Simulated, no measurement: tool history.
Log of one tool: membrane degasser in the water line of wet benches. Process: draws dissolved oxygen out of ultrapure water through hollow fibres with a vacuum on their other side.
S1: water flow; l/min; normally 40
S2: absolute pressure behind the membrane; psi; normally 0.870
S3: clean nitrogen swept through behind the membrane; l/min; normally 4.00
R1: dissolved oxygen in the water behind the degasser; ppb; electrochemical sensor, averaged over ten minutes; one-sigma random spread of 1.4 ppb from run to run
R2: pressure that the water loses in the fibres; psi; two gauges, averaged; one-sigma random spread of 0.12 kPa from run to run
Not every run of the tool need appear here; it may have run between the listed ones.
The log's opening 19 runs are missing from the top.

| run | hour | S1 | S2 | S3 | R1 | R2 |
|---|---|---|---|---|---|---|
| 20 | 1692.0 | 39 | 2.015 | 9.15 | 174.7 | 4.192 |
| 21 | 1757.2 | 39 | 2.015 | 9.15 | 175.3 | 4.183 |
| 22 | 1855.6 | 45 | 1.703 | 10.54 | 191.4 | 4.846 |
| 23 | 1935.7 | 45 | 0.714 | 7.32 | 131.0 | 4.867 |
| 24 | 2031.6 | 27 | 0.567 | 3.25 | 33.8 | 2.901 |
| 25 | 2146.1 | 55 | 1.004 | 3.25 | 317.6 | 5.935 |
| 26 | 2245.7 | 55 | 1.656 | 1.61 | 703.4 | 5.960 |
| 27 | 2324.8 | 45 | 1.564 | 2.19 | 434.8 | 4.859 |
| 28 | 2383.4 | 45 | 1.564 | 4.34 | 284.7 | 4.830 |
| 29 | 2512.2 | 29 | 1.418 | 4.30 | 131.1 | 3.124 |
| 30 | 2571.7 | 57 | 0.870 | 4.00 | 288.5 | 6.160 |
| 31 | 2632.6 | 55 | 0.686 | 4.41 | 227.0 | 5.920 |

Forecast each of these 3 alternatives for the next run:
| A | 2739.1 | 40 | 1.037 | 2.37 | ? | ? |
| B | 2739.1 | 43 | 1.682 | 3.17 | ? | ? |
| C | 2739.1 | 55 | 0.686 | 4.43 | ? | ? |

| run | R1 | R2 |
|---|---|---|
| A | 227.6 | 4.340 |
| B | 347.9 | 4.667 |
| C | 229.6 | 5.954 |
Without the tool's unlogged condition, the same runs would have read:
| run | R1 | R2 |
|---|---|---|
| A | 218.8 | 4.296 |
| B | 338.1 | 4.619 |
| C | 219.4 | 5.894 |
